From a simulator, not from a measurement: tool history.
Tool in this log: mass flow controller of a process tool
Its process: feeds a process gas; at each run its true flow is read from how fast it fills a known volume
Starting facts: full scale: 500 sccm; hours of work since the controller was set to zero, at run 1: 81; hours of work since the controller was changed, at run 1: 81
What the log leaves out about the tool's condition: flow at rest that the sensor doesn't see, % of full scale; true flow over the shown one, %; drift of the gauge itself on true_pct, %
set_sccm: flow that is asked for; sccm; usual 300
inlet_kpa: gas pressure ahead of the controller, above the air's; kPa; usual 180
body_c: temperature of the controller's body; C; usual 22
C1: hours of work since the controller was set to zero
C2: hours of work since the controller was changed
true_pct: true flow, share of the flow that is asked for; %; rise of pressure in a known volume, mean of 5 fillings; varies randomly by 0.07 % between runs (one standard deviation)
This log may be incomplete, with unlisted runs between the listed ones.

Run 1, hour 0.0: usual settings; C1 81; C2 81. Result: true_pct 99.02 %.
Run 2, hour 155.5: usual settings but inlet_kpa 144 kPa; C1 151; C2 151. Result: true_pct 99.12 %.
Run 3, hour 242.4: usual settings but body_c 29 C; C1 189; C2 189. Result: true_pct 98.31 %.
Run 4, hour 352.3: usual settings but body_c 29 C; C1 239; C2 239. Result: true_pct 98.51 %.
Run 5, hour 524.4: usual settings but body_c 29 C; C1 315; C2 315. Result: true_pct 98.45 %.
Run 6, hour 697.4: usual settings but body_c 29 C; C1 393; C2 393. Result: true_pct 98.35 %.
Run 7, hour 779.7: usual settings but body_c 29 C; C1 430; C2 430. Result: true_pct 98.21 %.
Run 8, hour 910.0: usual settings but set_sccm 469 sccm; C1 488; C2 488. Result: true_pct 100.12 %.
Run 9, hour 1033.4: usual settings but set_sccm 469 sccm; C1 543; C2 543. Result: true_pct 100.13 %.
Run 10, hour 1206.9: usual settings; C1 621; C2 621. Result: true_pct 98.85 %.
Run 11, hour 1333.8: usual settings; C1 677; C2 677. Result: true_pct 98.94 %.
Run 12, hour 1464.0: usual settings but inlet_kpa 169 kPa; C1 735; C2 735. Result: true_pct 99.04 %.
Run 13, hour 1659.5: usual settings but inlet_kpa 169 kPa; C1 823; C2 823. Result: true_pct 98.90 %.
Run 14, hour 1828.5: usual settings but inlet_kpa 169 kPa; C1 898; C2 898. Result: true_pct 99.03 %.
Run 15, hour 1988.6: usual settings; C1 970; C2 970. Result: true_pct 98.95 %.
Run 16, hour 2118.6: usual settings but body_c 27 C; C1 1028; C2 1028. Result: true_pct 98.46 %.
Run 17, hour 2274.3: usual settings but body_c 27 C; C1 1098; C2 1098. Result: true_pct 98.50 %.
Run 18, hour 2445.2: usual settings but body_c 27 C; C1 1174; C2 1174. Result: true_pct 98.50 %.
Run 19, hour 2548.8: usual settings but body_c 27 C; C1 1220; C2 1220. Result: true_pct 98.42 %.
Run 20, hour 2667.8: usual settings; C1 1274; C2 1274. Result: true_pct 98.97 %.
Run 21, hour 2763.1: usual settings; C1 1316; C2 1316. Result: true_pct 99.01 %.
Run 22, hour 2855.8: usual settings; C1 1358; C2 1358. Result: true_pct 99.00 %.
Run 23, hour 2966.2: usual settings but set_sccm 96 sccm; C1 1407; C2 1407. Result: true_pct 97.54 %.
Run 24, hour 3160.2: usual settings but set_sccm 172 sccm; C1 1494; C2 1494. Result: true_pct 98.24 %.
Run 25, hour 3284.1: usual settings but set_sccm 97 sccm, body_c 34 C; C1 1549; C2 1549. Result: true_pct 96.50 %.
Run 26, hour 3422.3: usual settings but set_sccm 226 sccm, inlet_kpa 182 kPa, body_c 33 C; C1 1611; C2 1611. Result: true_pct 97.42 %.
Run 27, hour 3510.9: usual settings but set_sccm 277 sccm, inlet_kpa 239 kPa, body_c 33 C; C1 1651; C2 1651. Result: true_pct 97.56 %.
Run 28, hour 3620.3: usual settings but set_sccm 277 sccm, inlet_kpa 243 kPa, body_c 33 C; C1 1699; C2 1699. Result: true_pct 97.49 %.
Run 29, hour 3808.2: usual settings but set_sccm 277 sccm, inlet_kpa 243 kPa, body_c 33 C; C1 1783; C2 1783. Result: true_pct 97.51 %.
Run 30, hour 3965.9: usual settings but set_sccm 277 sccm, inlet_kpa 172 kPa, body_c 33 C; C1 1854; C2 1854. Result: true_pct 97.86 %.
Run 31, hour 4165.6: usual settings but inlet_kpa 223 kPa, body_c 29 C; C1 1943; C2 1943. Result: true_pct 98.17 %.
Run 32, hour 4309.5: usual settings but set_sccm 323 sccm, inlet_kpa 159 kPa, body_c 24 C; C1 2008; C2 2008. Result: true_pct 98.97 %.
Run 33, hour 4498.9: usual settings but set_sccm 111 sccm, inlet_kpa 183 kPa, body_c 25 C; C1 2092; C2 2092. Result: true_pct 97.36 %.
Run 34, hour 4608.1: usual settings but set_sccm 489 sccm, inlet_kpa 187 kPa, body_c 26 C; C1 2141; C2 2141. Result: true_pct 99.92 %.
Run 35, hour 4787.4: usual settings but set_sccm 205 sccm, inlet_kpa 151 kPa, body_c 33 C; C1 2221; C2 2221. Result: true_pct 97.38 %.
Run 36, hour 4935.4: usual settings but set_sccm 205 sccm, inlet_kpa 151 kPa, body_c 33 C; C1 2287; C2 2287. Result: true_pct 97.33 %.
Run 37, hour 5095.4: usual settings but set_sccm 205 sccm, inlet_kpa 151 kPa, body_c 33 C; C1 2359; C2 2359. Result: true_pct 97.43 %.
Run 38, hour 5281.7: usual settings but set_sccm 205 sccm, inlet_kpa 151 kPa, body_c 33 C; C1 2442; C2 2442. Result: true_pct 97.50 %.
Run 39, hour 5414.2: usual settings but set_sccm 205 sccm, inlet_kpa 151 kPa, body_c 33 C; C1 2501; C2 2501. Result: true_pct 97.43 %.
Run 40, hour 5574.0: usual settings but set_sccm 52 sccm, inlet_kpa 169 kPa, body_c 36 C; C1 2573; C2 2573. Result: true_pct 96.06 %.
Run 41, hour 5689.8: usual settings but inlet_kpa 179 kPa, body_c 33 C; C1 2625; C2 2625. Result: true_pct 97.95 %.

Each row is a separate what-if for the run after 41, all from the same tool condition, not one after another. Results?
Run A, hour 5868.1: usual settings but set_sccm 56 sccm, inlet_kpa 245 kPa, body_c 33 C; C1 2704; C2 2704. Result: true_pct ?.
Run B, hour 5868.1: usual settings but set_sccm 210 sccm, inlet_kpa 256 kPa, body_c 33 C; C1 2704; C2 2704. Result: true_pct ?.
Run C, hour 5868.1: usual settings but set_sccm 361 sccm, inlet_kpa 179 kPa, body_c 29 C; C1 2704; C2 2704. Result: true_pct ?.
Run D, hour 5868.1: usual settings but inlet_kpa 202 kPa, body_c 33 C; C1 2704; C2 2704. Result: true_pct ?.

run  true_pct
  A     96.09
  B     97.15
  C     98.84
  D     97.93
With the hidden condition removed and each run's random variation left untouched, the same runs would have given:
run  true_pct
  A     96.12
  B     97.16
  C     98.84
  D     97.94
